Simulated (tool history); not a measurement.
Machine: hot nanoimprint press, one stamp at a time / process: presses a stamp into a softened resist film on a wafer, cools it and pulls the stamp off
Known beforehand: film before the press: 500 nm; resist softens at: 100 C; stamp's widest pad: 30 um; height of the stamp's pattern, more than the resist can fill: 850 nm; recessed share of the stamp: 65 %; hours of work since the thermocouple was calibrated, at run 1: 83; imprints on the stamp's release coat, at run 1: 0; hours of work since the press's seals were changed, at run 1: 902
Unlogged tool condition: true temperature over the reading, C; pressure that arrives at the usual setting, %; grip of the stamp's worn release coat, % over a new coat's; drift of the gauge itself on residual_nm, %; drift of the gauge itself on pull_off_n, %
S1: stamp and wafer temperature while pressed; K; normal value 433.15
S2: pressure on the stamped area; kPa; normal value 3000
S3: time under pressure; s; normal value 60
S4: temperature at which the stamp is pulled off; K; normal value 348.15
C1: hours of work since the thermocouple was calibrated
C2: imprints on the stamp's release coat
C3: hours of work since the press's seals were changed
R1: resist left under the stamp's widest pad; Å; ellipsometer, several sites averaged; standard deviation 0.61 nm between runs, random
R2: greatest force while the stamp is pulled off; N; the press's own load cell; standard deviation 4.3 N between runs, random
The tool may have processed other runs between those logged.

{"run": 1, "hour": 0.0, "S1": 433.15, "S2": 3000, "S3": 60, "S4": 348.15, "C1": 83, "C2": 0, "C3": 902, "R1": 2159, "R2": 214}
{"run": 2, "hour": 65.2, "S1": 436.15, "S2": 3000, "S3": 60, "S4": 348.15, "C1": 125, "C2": 322, "C3": 944, "R1": 1943, "R2": 213}
{"run": 3, "hour": 108.7, "S1": 433.15, "S2": 3000, "S3": 60, "S4": 348.15, "C1": 153, "C2": 537, "C3": 973, "R1": 2150, "R2": 209}
{"run": 4, "hour": 191.4, "S1": 433.15, "S2": 3000, "S3": 60, "S4": 348.15, "C1": 207, "C2": 945, "C3": 1026, "R1": 2151, "R2": 217}
{"hour": 271.9, "done": "stamp cleaned and given a new release coat"}
{"run": 5, "hour": 271.9, "S1": 433.15, "S2": 3000, "S3": 60, "S4": 344.15, "C1": 256, "C2": 0, "C3": 1075, "R1": 2146, "R2": 214}
{"hour": 337.8, "done": "plate thermocouple calibrated"}
{"run": 6, "hour": 337.8, "S1": 433.15, "S2": 3000, "S3": 60, "S4": 344.15, "C1": 0, "C2": 310, "C3": 1116, "R1": 2155, "R2": 217}
{"run": 7, "hour": 389.0, "S1": 433.15, "S2": 3000, "S3": 60, "S4": 344.15, "C1": 33, "C2": 563, "C3": 1149, "R1": 2152, "R2": 216}
{"run": 8, "hour": 471.7, "S1": 433.15, "S2": 3000, "S3": 60, "S4": 348.15, "C1": 87, "C2": 971, "C3": 1203, "R1": 2153, "R2": 208}
{"run": 9, "hour": 526.8, "S1": 434.15, "S2": 3000, "S3": 60, "S4": 348.15, "C1": 123, "C2": 1244, "C3": 1239, "R1": 2082, "R2": 212}
{"hour": 549.5, "done": "stamp cleaned and given a new release coat"}
{"run": 10, "hour": 588.6, "S1": 434.15, "S2": 3000, "S3": 60, "S4": 348.15, "C1": 160, "C2": 193, "C3": 1276, "R1": 2074, "R2": 212}
{"run": 11, "hour": 649.2, "S1": 434.15, "S2": 3000, "S3": 60, "S4": 348.15, "C1": 199, "C2": 492, "C3": 1315, "R1": 2083, "R2": 215}
{"run": 12, "hour": 727.7, "S1": 434.15, "S2": 3000, "S3": 60, "S4": 348.15, "C1": 250, "C2": 880, "C3": 1366, "R1": 2076, "R2": 208}
{"hour": 784.1, "done": "press's hydraulic seals changed and the load cell set to zero"}
{"run": 13, "hour": 795.7, "S1": 434.15, "S2": 3000, "S3": 60, "S4": 348.15, "C1": 289, "C2": 1176, "C3": 8, "R1": 2054, "R2": 203}
{"hour": 807.4, "done": "plate thermocouple calibrated"}
{"hour": 832.1, "done": "stamp cleaned and given a new release coat"}
{"run": 14, "hour": 887.8, "S1": 434.15, "S2": 3000, "S3": 60, "S4": 348.15, "C1": 49, "C2": 275, "C3": 62, "R1": 2075, "R2": 210}
{"run": 15, "hour": 941.7, "S1": 434.15, "S2": 3000, "S3": 60, "S4": 348.15, "C1": 84, "C2": 541, "C3": 97, "R1": 2079, "R2": 209}
{"run": 16, "hour": 983.0, "S1": 433.15, "S2": 3000, "S3": 60, "S4": 352.15, "C1": 111, "C2": 745, "C3": 124, "R1": 2124, "R2": 208}
{"run": 17, "hour": 1057.8, "S1": 433.15, "S2": 3000, "S3": 60, "S4": 352.15, "C1": 159, "C2": 1114, "C3": 173, "R1": 2137, "R2": 208}
{"hour": 1103.5, "done": "stamp cleaned and given a new release coat"}
{"run": 18, "hour": 1115.3, "S1": 433.15, "S2": 3000, "S3": 60, "S4": 352.15, "C1": 193, "C2": 58, "C3": 206, "R1": 2128, "R2": 204}
{"run": 19, "hour": 1168.7, "S1": 433.15, "S2": 3150, "S3": 60, "S4": 351.15, "C1": 228, "C2": 322, "C3": 241, "R1": 2082, "R2": 207}
{"run": 20, "hour": 1237.3, "S1": 437.15, "S2": 3000, "S3": 60, "S4": 348.15, "C1": 272, "C2": 661, "C3": 286, "R1": 1881, "R2": 210}
{"hour": 1280.1, "done": "plate thermocouple calibrated"}
{"run": 21, "hour": 1334.0, "S1": 442.15, "S2": 3250, "S3": 81, "S4": 348.15, "C1": 35, "C2": 1124, "C3": 347, "R1": 1366, "R2": 209}
{"hour": 1377.5, "done": "stamp cleaned and given a new release coat"}
{"run": 22, "hour": 1399.7, "S1": 442.15, "S2": 3250, "S3": 81, "S4": 348.15, "C1": 74, "C2": 109, "C3": 386, "R1": 1374, "R2": 216}
{"run": 23, "hour": 1456.8, "S1": 442.15, "S2": 3250, "S3": 81, "S4": 348.15, "C1": 111, "C2": 391, "C3": 423, "R1": 1361, "R2": 214}
{"run": 24, "hour": 1521.0, "S1": 443.15, "S2": 3000, "S3": 65, "S4": 348.15, "C1": 153, "C2": 708, "C3": 465, "R1": 1509, "R2": 208}
{"run": 25, "hour": 1616.3, "S1": 443.15, "S2": 3000, "S3": 65, "S4": 348.15, "C1": 215, "C2": 1179, "C3": 527, "R1": 1507, "R2": 210}
{"hour": 1653.5, "done": "stamp cleaned and given a new release coat"}
{"run": 26, "hour": 1667.6, "S1": 433.15, "S2": 3870, "S3": 54, "S4": 355.15, "C1": 245, "C2": 69, "C3": 556, "R1": 1918, "R2": 198}
{"run": 27, "hour": 1714.2, "S1": 425.15, "S2": 3650, "S3": 36, "S4": 334.15, "C1": 275, "C2": 299, "C3": 587, "R1": 2941, "R2": 224}
{"hour": 1750.5, "done": "plate thermocouple calibrated"}
{"run": 28, "hour": 1798.7, "S1": 426.15, "S2": 2060, "S3": 38, "S4": 348.15, "C1": 31, "C2": 702, "C3": 640, "R1": 3535, "R2": 217}
{"run": 29, "hour": 1854.5, "S1": 426.15, "S2": 2060, "S3": 38, "S4": 345.15, "C1": 68, "C2": 978, "C3": 676, "R1": 3537, "R2": 223}

Alternative continuations, all from the tool just after run 29; predict every row:
{"hour": 1927.5, "done": "stamp cleaned and given a new release coat"}
{"run": "A", "hour": 1946.1, "S1": 426.15, "S2": 2720, "S3": 38, "S4": 338.15, "C1": 124, "C2": 92, "C3": 732, "R1": "?", "R2": "?"}
{"hour": 1927.5, "done": "stamp cleaned and given a new release coat"}
{"run": "B", "hour": 1946.1, "S1": 433.15, "S2": 4750, "S3": 60, "S4": 348.15, "C1": 124, "C2": 92, "C3": 732, "R1": "?", "R2": "?"}
{"hour": 1927.5, "done": "stamp cleaned and given a new release coat"}
{"run": "C", "hour": 1946.1, "S1": 426.15, "S2": 2720, "S3": 95, "S4": 345.15, "C1": 124, "C2": 92, "C3": 732, "R1": "?", "R2": "?"}
{"hour": 1927.5, "done": "stamp cleaned and given a new release coat"}
{"run": "D", "hour": 1946.1, "S1": 433.15, "S2": 1830, "S3": 60, "S4": 355.15, "C1": 124, "C2": 92, "C3": 732, "R1": "?", "R2": "?"}

run=A R1=3169 R2=217
run=B R1=1646 R2=215
run=C R1=2422 R2=215
run=D R1=2732 R2=200
The same runs, with their run-to-run variation unchanged, on a tool lacking any hidden condition would have given:
run=A R1=3221 R2=217
run=B R1=1673 R2=215
run=C R1=2462 R2=215
run=D R1=2777 R2=200

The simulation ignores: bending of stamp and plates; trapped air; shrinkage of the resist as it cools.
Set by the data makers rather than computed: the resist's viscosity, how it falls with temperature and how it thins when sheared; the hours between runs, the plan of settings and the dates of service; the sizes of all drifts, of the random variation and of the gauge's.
